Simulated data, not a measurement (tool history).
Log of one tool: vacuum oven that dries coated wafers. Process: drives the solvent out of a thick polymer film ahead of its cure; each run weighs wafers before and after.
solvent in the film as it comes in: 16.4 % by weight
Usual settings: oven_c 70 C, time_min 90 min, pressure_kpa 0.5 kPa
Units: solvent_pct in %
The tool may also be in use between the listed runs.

run   hour  oven_c  time_min  pressure_kpa  solvent_pct
  1      0      70        90           0.5         1.52
  2   46.8      70        90           0.5         1.53
  3  101.5      70        90           0.5         1.52
  4  147.8      70        90           1.5         1.98
  5  181.7      70       133           0.5         0.85
  6  230.8      70       133           0.5         0.83
  7  258.7      61        55           0.5         6.13
  8  283.2      61        55           0.5         6.15
  9  329.1      65       124         1.641         2.36
 10    376      71       124         1.141         1.14
 11    409      70        90         1.054         1.82
 12  448.2      67       143         0.605         1.13

Forecast each of these 5 alternatives for the next run:
  A  476.1      64        96         1.685            ?
  B  476.1      56        90           0.5            ?
  C  476.1      67        49         0.412            ?
  D  476.1      70        57         0.993            ?
  E  476.1      62        90           0.5            ?

run  solvent_pct
  A         3.39
  B         5.58
  C         4.58
  D         3.27
  E         3.55
Without the tool's hidden state the same runs would have given:
run  solvent_pct
  A         3.13
  B         5.29
  C         4.43
  D         3.11
  E         3.29

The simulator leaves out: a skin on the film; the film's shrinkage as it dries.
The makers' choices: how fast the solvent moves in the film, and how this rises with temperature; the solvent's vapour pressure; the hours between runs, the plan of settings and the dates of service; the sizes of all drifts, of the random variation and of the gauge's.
